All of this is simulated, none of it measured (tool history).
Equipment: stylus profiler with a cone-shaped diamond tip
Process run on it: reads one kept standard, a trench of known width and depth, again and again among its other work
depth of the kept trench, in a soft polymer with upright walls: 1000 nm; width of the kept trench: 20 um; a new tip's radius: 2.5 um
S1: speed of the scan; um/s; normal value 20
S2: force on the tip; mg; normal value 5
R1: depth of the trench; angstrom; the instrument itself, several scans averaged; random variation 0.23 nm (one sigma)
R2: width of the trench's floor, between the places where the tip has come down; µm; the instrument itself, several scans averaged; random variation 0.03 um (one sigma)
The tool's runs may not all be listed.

{"run": 1, "day": 0.0, "S1": 20, "S2": 5, "R1": 10195.8, "R2": 13.39}
{"run": 2, "day": 0.892, "S1": 20, "S2": 5, "R1": 10192.2, "R2": 13.36}
{"run": 3, "day": 1.638, "S1": 20, "S2": 5, "R1": 10196.1, "R2": 13.38}
{"run": 4, "day": 2.433, "S1": 8, "S2": 5, "R1": 10194.6, "R2": 13.38}
{"run": 5, "day": 3.333, "S1": 8, "S2": 5, "R1": 10198.2, "R2": 13.34}
{"run": 6, "day": 4.604, "S1": 8, "S2": 5, "R1": 10195.5, "R2": 13.37}
{"day": 4.725, "done": "height scale calibrated on a step standard"}
{"run": 7, "day": 5.638, "S1": 20, "S2": 2.43, "R1": 10143.5, "R2": 13.19}
{"run": 8, "day": 7.158, "S1": 52, "S2": 8.33, "R1": 10283.9, "R2": 13.07}
{"run": 9, "day": 7.867, "S1": 52, "S2": 8.33, "R1": 10284.4, "R2": 13.03}
{"run": 10, "day": 9.008, "S1": 41, "S2": 10.81, "R1": 10331.8, "R2": 13.07}
{"run": 11, "day": 9.846, "S1": 13, "S2": 12.22, "R1": 10353.7, "R2": 13.1}

Each row is a separate what-if for the run after 11, all from the same tool condition, not one after another. Results?
{"day": 11.138, "done": "height scale calibrated on a step standard, once more"}
{"run": "A", "day": 11.425, "S1": 13, "S2": 4.25, "R1": "?", "R2": "?"}
{"day": 11.138, "done": "height scale calibrated on a step standard, once more"}
{"run": "B", "day": 11.425, "S1": 74, "S2": 13.95, "R1": "?", "R2": "?"}
{"day": 11.138, "done": "height scale calibrated on a step standard, once more"}
{"run": "C", "day": 11.425, "S1": 8, "S2": 13.52, "R1": "?", "R2": "?"}
{"day": 11.138, "done": "height scale calibrated on a step standard, once more"}
{"run": "D", "day": 11.425, "S1": 8, "S2": 6.87, "R1": "?", "R2": "?"}

run=A R1=10161.5 R2=13.06
run=B R1=10341.5 R2=12.91
run=C R1=10339.2 R2=13.07
run=D R1=10212.9 R2=13.02
With the hidden condition removed and each run's random variation left untouched, the same runs would have given:
run=A R1=10158.5 R2=15.99
run=B R1=10338.5 R2=15.83
run=C R1=10336.1 R2=16
run=D R1=10209.9 R2=15.95

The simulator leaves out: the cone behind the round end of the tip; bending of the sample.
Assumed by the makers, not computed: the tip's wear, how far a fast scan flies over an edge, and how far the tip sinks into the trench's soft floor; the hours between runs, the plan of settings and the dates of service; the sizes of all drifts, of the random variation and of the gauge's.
